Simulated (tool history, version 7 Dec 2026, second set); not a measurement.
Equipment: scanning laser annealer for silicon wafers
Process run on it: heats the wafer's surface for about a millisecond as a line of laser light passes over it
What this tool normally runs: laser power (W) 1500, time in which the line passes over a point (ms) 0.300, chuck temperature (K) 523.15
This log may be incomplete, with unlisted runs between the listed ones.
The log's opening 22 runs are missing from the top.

| run | hour | laser power (W) | time in which the line passes over a point (ms) | chuck temperature (K) | highest temperature of the surface (K) |
|---|---|---|---|---|---|
| 23 | 801.4 | 1649 | 0.370 | 532.15 | 1484.15 |
| 24 | 847.1 | 1621 | 0.370 | 532.15 | 1462.15 |
|  | 871.8 | optics aligned, line set to its width |
| 25 | 879.3 | 1621 | 0.370 | 532.15 | 1471.15 |
| 26 | 916.7 | 1621 | 0.370 | 532.15 | 1467.15 |
| 27 | 959.2 | 1573 | 0.235 | 523.15 | 1213.15 |
| 28 | 981.5 | 1573 | 0.216 | 528.15 | 1183.15 |
| 29 | 1025.8 | 1375 | 0.279 | 489.15 | 1150.15 |
| 30 | 1056.8 | 1450 | 0.303 | 533.15 | 1267.15 |
| 31 | 1090.9 | 1450 | 0.303 | 533.15 | 1269.15 |
|  | 1127.3 | window over the wafer cleaned |
| 32 | 1127.3 | 1450 | 0.303 | 533.15 | 1287.15 |
| 33 | 1158.6 | 1450 | 0.303 | 533.15 | 1290.15 |

Below are 3 alternative next runs, each starting from the tool's condition after run 33. Predict each:
| A | 1208.3 | 1645 | 0.300 | 499.15 | ? |
| B | 1208.3 | 1500 | 0.300 | 523.15 | ? |
| C | 1208.3 | 1358 | 0.300 | 502.15 | ? |

| run | highest temperature of the surface (K) |
|---|---|
| A | 1355.15 |
| B | 1303.15 |
| C | 1203.15 |
Take away the tool's hidden state, keep each run's random variation, and the runs would have read:
| run | highest temperature of the surface (K) |
|---|---|
| A | 1360.15 |
| B | 1308.15 |
| C | 1208.15 |

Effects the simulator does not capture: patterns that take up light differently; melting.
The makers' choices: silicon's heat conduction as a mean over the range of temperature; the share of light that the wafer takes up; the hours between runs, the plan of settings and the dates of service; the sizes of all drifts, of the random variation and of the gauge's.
